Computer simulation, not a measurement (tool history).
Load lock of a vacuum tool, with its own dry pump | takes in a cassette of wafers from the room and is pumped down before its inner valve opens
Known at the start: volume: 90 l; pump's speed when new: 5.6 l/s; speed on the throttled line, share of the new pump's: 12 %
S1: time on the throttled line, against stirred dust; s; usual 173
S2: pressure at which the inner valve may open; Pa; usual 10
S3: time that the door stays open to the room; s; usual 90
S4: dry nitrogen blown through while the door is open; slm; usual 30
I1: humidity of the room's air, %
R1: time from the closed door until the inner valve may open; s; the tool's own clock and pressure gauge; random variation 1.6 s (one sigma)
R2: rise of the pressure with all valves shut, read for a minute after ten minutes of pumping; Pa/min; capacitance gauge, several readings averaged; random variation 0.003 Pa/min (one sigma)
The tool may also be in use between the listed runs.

run	hour	S1	S2	S3	S4	I1	R1	R2
1	0	173	10	90	30	45.3	303.3	0.036
2	100	173	10	90	30	42.3	302.9	0.034
3	151.9	173	10	90	30	44.1	303.2	0.038
4	211.4	173	10	90	30	42.6	300.8	0.031
5	313	173	10	90	30	40.5	303.8	0.033
6	425.3	173	10	90	30	43.4	302.8	0.03
7	517.9	173	10	90	30	47.6	303.4	0.036
8	620.6	173	10	90	30	44.2	303.3	0.035
9	696.2	173	10	90	30	45.9	302.8	0.034
10	751.7	173	10	90	30	45.4	300.7	0.033
11	804.3	173	10	90	15	47.6	303.2	0.042
12	899.9	191	10	90	30	41.3	316.7	0.032
13	976	173	10	90	9	43.9	300.3	0.055
14	1091.6	173	10	90	9	43.6	301.8	0.054
15	1193.1	173	10	90	9	45.9	304	0.056
16	1265.6	173	10	90	9	44.2	301.3	0.058
17	1350	173	10	90	9	46.2	301.6	0.064
18	1463.9	173	10	69	30	44.6	303.4	0.032
19	1529.5	173	10	147	24	46.6	300.8	0.053
20	1629.3	173	10	86	20	43.5	302.1	0.038
21	1745.1	173	10	86	20	47.7	300.6	0.041
22	1864.8	173	10	86	20	42.7	301.2	0.04
23	1930.1	173	10	28	41	46.5	303.6	0.017
# hour 1983.7: door's seal changed, seat wiped
24	1984.6	318	14	40	35	43.1	420.1	0.017
25	2062.3	318	14	40	35	42.1	422.3	0.02

Run 26 comes next. What will it give?
26	2157.1	318	14	40	35	44.1	?	?

Run 26 gave R1 424 s, R2 0.024 Pa/min.
Without the tool's hidden state the same run would have given R1 424 s, R2 0.024 Pa/min.
